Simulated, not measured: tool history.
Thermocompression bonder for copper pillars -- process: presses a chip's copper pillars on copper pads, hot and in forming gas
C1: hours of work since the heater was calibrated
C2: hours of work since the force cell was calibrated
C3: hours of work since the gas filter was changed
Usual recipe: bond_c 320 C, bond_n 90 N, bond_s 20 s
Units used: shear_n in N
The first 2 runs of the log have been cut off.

run 3 day=1.712 | bond_c=308 bond_n=90 bond_s=20 | C1=879 C2=171 C3=171 | shear_n=44.9
run 4 day=2.379 | bond_c=308 bond_n=90 bond_s=20 | C1=891 C2=183 C3=183 | shear_n=44.2
run 5 day=3.288 | bond_c=320 bond_n=99 bond_s=20 | C1=907 C2=200 C3=200 | shear_n=51.5
run 6 day=3.812 | bond_c=320 bond_n=99 bond_s=20 | C1=917 C2=209 C3=209 | shear_n=53.0
run 7 day=4.458 | bond_c=320 bond_n=99 bond_s=20 | C1=929 C2=221 C3=221 | shear_n=51.6
run 8 day=5.629 | bond_c=320 bond_n=99 bond_s=20 | C1=950 C2=242 C3=242 | shear_n=51.3
run 9 day=6.575 | bond_c=320 bond_n=90 bond_s=20 | C1=967 C2=259 C3=259 | shear_n=49.5
run 10 day=7.221 | bond_c=320 bond_n=110 bond_s=20 | C1=979 C2=271 C3=271 | shear_n=53.2
run 11 day=8.075 | bond_c=320 bond_n=110 bond_s=20 | C1=994 C2=286 C3=286 | shear_n=54.1
run 12 day=8.746 | bond_c=345 bond_n=90 bond_s=20 | C1=1006 C2=299 C3=299 | shear_n=62.0
run 13 day=9.908 | bond_c=345 bond_n=90 bond_s=20 | C1=1027 C2=320 C3=320 | shear_n=63.1
run 14 day=10.754 | bond_c=345 bond_n=90 bond_s=20 | C1=1043 C2=335 C3=335 | shear_n=59.8
-- day=11.633 forming gas filter changed
run 15 day=11.858 | bond_c=320 bond_n=108 bond_s=20 | C1=1062 C2=354 C3=4 | shear_n=57.0
run 16 day=12.454 | bond_c=305 bond_n=90 bond_s=20 | C1=1073 C2=365 C3=15 | shear_n=43.2
run 17 day=13.004 | bond_c=305 bond_n=90 bond_s=20 | C1=1083 C2=375 C3=25 | shear_n=42.8
run 18 day=14.079 | bond_c=305 bond_n=58 bond_s=20 | C1=1102 C2=395 C3=44 | shear_n=33.5
-- day=14.208 force cell calibrated
run 19 day=14.738 | bond_c=305 bond_n=58 bond_s=20 | C1=1113 C2=10 C3=55 | shear_n=32.4
run 20 day=15.621 | bond_c=305 bond_n=58 bond_s=20 | C1=1129 C2=26 C3=71 | shear_n=32.6
run 21 day=16.617 | bond_c=320 bond_n=60 bond_s=36 | C1=1147 C2=44 C3=89 | shear_n=50.4
run 22 day=17.617 | bond_c=320 bond_n=60 bond_s=36 | C1=1165 C2=62 C3=107 | shear_n=50.5
run 23 day=18.229 | bond_c=316 bond_n=111 bond_s=15 | C1=1176 C2=73 C3=118 | shear_n=47.4

Run 24 is up next; what results do you expect?
-- day=19.108 force cell calibrated, once more
run 24 day=19.154 | bond_c=316 bond_n=74 bond_s=17 | C1=1192 C2=1 C3=134 | shear_n=?

Run 24 measured shear_n 40.2 N.
Without the tool's hidden state the same run would have given shear_n 43.2 N.
